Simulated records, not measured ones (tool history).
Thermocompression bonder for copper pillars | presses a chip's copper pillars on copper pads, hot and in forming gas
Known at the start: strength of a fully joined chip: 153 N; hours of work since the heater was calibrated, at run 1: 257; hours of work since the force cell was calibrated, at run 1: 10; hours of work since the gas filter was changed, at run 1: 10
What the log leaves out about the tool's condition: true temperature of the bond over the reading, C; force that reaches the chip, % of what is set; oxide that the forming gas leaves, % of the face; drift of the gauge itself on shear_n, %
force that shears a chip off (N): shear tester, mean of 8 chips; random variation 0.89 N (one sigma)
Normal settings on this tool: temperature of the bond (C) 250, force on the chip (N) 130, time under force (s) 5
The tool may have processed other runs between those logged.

run	day	temperature of the bond (C)	force on the chip (N)	time under force (s)	hours of work since the heater was calibrated	hours of work since the force cell was calibrated	hours of work since the gas filter was changed	force that shears a chip off (N)
1	0.000	250	130	5	257	10	10	74.9
2	0.604	250	130	5	268	21	21	72.5
3	1.600	250	130	5	288	40	40	73.7
4	2.258	250	130	5	300	53	53	73.8
5	3.571	250	130	5	325	78	78	74.1
6	4.450	228	130	5	342	95	95	57.4
7	5.129	228	130	6	355	108	108	61.6
8	6.088	250	182	5	373	126	126	97.5
9	7.246	250	113	5	395	148	148	63.5
10	8.408	250	113	5	418	170	170	63.8
11	9.246	250	113	5	434	186	186	63.8
12	10.488	250	113	5	457	210	210	63.9
# day 11.125: forming gas filter changed
13	11.700	250	113	5	480	233	11	65.8
14	12.712	250	130	5	500	252	30	74.4
15	13.683	250	130	5	518	271	49	72.9
16	14.471	250	130	5	533	286	64	74.1
17	15.629	250	130	5	555	308	86	73.0
18	16.708	221	96	5	576	329	107	38.7
19	17.946	236	130	7	599	352	130	71.7
20	18.671	236	130	7	613	366	144	68.8
21	19.375	221	109	4	627	379	158	38.6
22	20.242	221	109	4	643	396	174	39.6
23	21.521	221	192	4	668	420	199	70.6
# day 22.229: heater calibrated with a thermocouple chip
# day 22.846: forming gas filter changed
24	22.954	250	130	4	13	446	2	67.4
25	24.200	271	130	4	37	470	26	82.9
26	25.533	250	104	11	63	495	51	78.2
27	26.438	250	130	4	80	512	69	68.3
28	27.608	250	143	5	102	535	91	81.0
29	28.200	250	109	4	114	546	102	57.1
30	29.025	250	130	12	129	562	118	97.7

How the hidden state differs across the entries between the runs, from the last listed run before each to the first after it:
Between runs 12 and 13: forming gas filter changed (day 11.125)
  oxide that the forming gas leaves, % of the face: 0.99 -> 0.53
Between runs 23 and 24: heater calibrated with a thermocouple chip (day 22.229); forming gas filter changed (day 22.846)
  true temperature of the bond over the reading, C: -0.3 -> 0; oxide that the forming gas leaves, % of the face: 0.96 -> 0.5
